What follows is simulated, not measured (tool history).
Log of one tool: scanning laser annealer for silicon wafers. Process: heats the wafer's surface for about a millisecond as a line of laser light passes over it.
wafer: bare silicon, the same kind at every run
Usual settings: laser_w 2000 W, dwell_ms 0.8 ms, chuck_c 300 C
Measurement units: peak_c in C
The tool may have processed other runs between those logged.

run,hour,laser_w,dwell_ms,chuck_c,peak_c
1,0,2000,0.8,300,1056
2,15.3,2000,0.59,300,939
3,31,2000,0.743,300,1023
4,61.4,2000,0.743,300,1021
5,84.3,2000,0.743,300,1020
6,100.1,2000,0.952,300,1124
7,113.8,2000,0.8,300,1051
8,126.9,2000,0.8,300,1049
9,139.5,2000,0.8,336,1087
10,159,2000,0.8,336,1087
11,173.1,2000,0.687,336,1024
12,204.1,2000,0.687,336,1025
13,232.2,2000,0.687,336,1023
14,254.9,2000,0.8,300,1044
15,271.8,2000,0.8,300,1044
16,293.2,2000,0.8,300,1046
17,316.6,2000,0.8,300,1041
18,340.4,2000,0.8,300,1040
19,356.1,1753,0.8,300,932
20,383.5,1753,0.8,300,929
21,401,1937,0.87,332,1076
22,432.1,1937,0.87,332,1074
# hour 443.8: window over the wafer cleaned
23,448.4,1990,0.62,302,933
24,464.1,1990,0.62,302,937
25,477.6,1867,0.688,334,952
# hour 494.6: window over the wafer cleaned, once more
26,509.2,1867,0.688,334,989
27,526.4,1867,0.688,334,990
28,552.5,2008,0.901,300,1127

For run 29, what comes out?
29,574.2,1955,0.829,300,?

peak_c: 1063 C
If the tool had no hidden condition, the same run with the same run-to-run variation would have returned peak_c 1083 C.

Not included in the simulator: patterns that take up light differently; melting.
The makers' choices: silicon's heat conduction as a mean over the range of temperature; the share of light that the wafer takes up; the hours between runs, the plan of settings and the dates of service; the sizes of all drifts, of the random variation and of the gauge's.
